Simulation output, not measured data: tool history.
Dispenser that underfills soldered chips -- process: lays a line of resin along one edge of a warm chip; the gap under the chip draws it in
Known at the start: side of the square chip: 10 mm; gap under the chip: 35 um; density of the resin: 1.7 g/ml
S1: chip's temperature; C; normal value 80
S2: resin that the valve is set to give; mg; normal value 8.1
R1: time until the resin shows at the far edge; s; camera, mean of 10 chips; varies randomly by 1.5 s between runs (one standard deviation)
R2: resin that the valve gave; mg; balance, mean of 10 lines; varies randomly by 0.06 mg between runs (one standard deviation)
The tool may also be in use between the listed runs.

{"run": 1, "hour": 0.0, "S1": 80, "S2": 8.1, "R1": 159.7, "R2": 7.84}
{"run": 2, "hour": 3.1, "S1": 80, "S2": 8.1, "R1": 172.6, "R2": 7.83}
{"run": 3, "hour": 6.0, "S1": 80, "S2": 8.1, "R1": 181.7, "R2": 7.86}
{"run": 4, "hour": 12.7, "S1": 80, "S2": 8.1, "R1": 209.5, "R2": 7.81}
{"hour": 16.4, "done": "new syringe of resin"}
{"run": 5, "hour": 18.6, "S1": 80, "S2": 8.1, "R1": 161.7, "R2": 7.77}
{"run": 6, "hour": 21.7, "S1": 80, "S2": 8.1, "R1": 172.1, "R2": 7.69}
{"run": 7, "hour": 24.6, "S1": 85, "S2": 8.1, "R1": 157.9, "R2": 7.76}
{"run": 8, "hour": 31.1, "S1": 80, "S2": 7.19, "R1": 220.7, "R2": 6.91}
{"hour": 33.7, "done": "new syringe of resin"}
{"run": 9, "hour": 35.3, "S1": 80, "S2": 10.16, "R1": 154, "R2": 9.71}
{"run": 10, "hour": 41.0, "S1": 80, "S2": 10.16, "R1": 179.4, "R2": 9.63}
{"run": 11, "hour": 46.6, "S1": 80, "S2": 8.1, "R1": 209.4, "R2": 7.68}
{"hour": 51.2, "done": "new syringe of resin"}
{"run": 12, "hour": 51.3, "S1": 80, "S2": 8.1, "R1": 156.1, "R2": 7.71}
{"run": 13, "hour": 56.0, "S1": 80, "S2": 8.1, "R1": 176.9, "R2": 7.62}
{"run": 14, "hour": 61.1, "S1": 80, "S2": 8.1, "R1": 195.9, "R2": 7.56}
{"run": 15, "hour": 67.9, "S1": 80, "S2": 8.1, "R1": 231.3, "R2": 7.61}
{"hour": 68.7, "done": "new syringe of resin"}
{"run": 16, "hour": 73.9, "S1": 80, "S2": 8.1, "R1": 176.5, "R2": 7.57}
{"run": 17, "hour": 77.9, "S1": 80, "S2": 8.1, "R1": 196.6, "R2": 7.57}
{"run": 18, "hour": 82.0, "S1": 72, "S2": 8.73, "R1": 267.6, "R2": 8.16}
{"hour": 86.2, "done": "new syringe of resin"}
{"run": 19, "hour": 87.6, "S1": 84, "S2": 8.95, "R1": 141.4, "R2": 8.19}
{"run": 20, "hour": 90.6, "S1": 84, "S2": 8.95, "R1": 153.5, "R2": 8.29}
{"run": 21, "hour": 95.7, "S1": 84, "S2": 8.97, "R1": 167.8, "R2": 8.11}
{"run": 22, "hour": 99.1, "S1": 72, "S2": 9.31, "R1": 261.3, "R2": 8.43}
{"hour": 103.9, "done": "new syringe of resin"}
{"run": 23, "hour": 105.9, "S1": 72, "S2": 9.31, "R1": 204.7, "R2": 8.5}
{"run": 24, "hour": 111.1, "S1": 72, "S2": 9.31, "R1": 231.2, "R2": 8.54}
{"run": 25, "hour": 116.0, "S1": 71, "S2": 9.96, "R1": 263.2, "R2": 9.07}
{"hour": 121.7, "done": "new syringe of resin"}
{"run": 26, "hour": 123.3, "S1": 71, "S2": 9.96, "R1": 202.6, "R2": 9.05}
{"hour": 130.1, "done": "dispensing valve cleaned and set on the balance"}
{"run": 27, "hour": 131.0, "S1": 71, "S2": 9.96, "R1": 233.8, "R2": 9.91}

What if the next run were any one of these 5? Each begins from the tool's condition after run 27:
{"run": "A", "hour": 133.9, "S1": 71, "S2": 10.11, "R1": "?", "R2": "?"}
{"run": "B", "hour": 133.9, "S1": 93, "S2": 7.02, "R1": "?", "R2": "?"}
{"run": "C", "hour": 133.9, "S1": 81, "S2": 8.1, "R1": "?", "R2": "?"}
{"run": "D", "hour": 133.9, "S1": 67, "S2": 8.3, "R1": "?", "R2": "?"}
{"run": "E", "hour": 133.9, "S1": 75, "S2": 10.43, "R1": "?", "R2": "?"}

run=A R1=245.8 R2=9.94
run=B R1=139 R2=6.93
run=C R1=183.8 R2=8.13
run=D R1=289.1 R2=8.25
run=E R1=219.7 R2=10.43
The same runs, with their run-to-run variation unchanged, on a tool lacking any hidden condition would have given:
run=A R1=191 R2=9.98
run=B R1=108.2 R2=6.95
run=C R1=142.9 R2=8.15
run=D R1=224.4 R2=8.28
run=E R1=170.9 R2=10.46
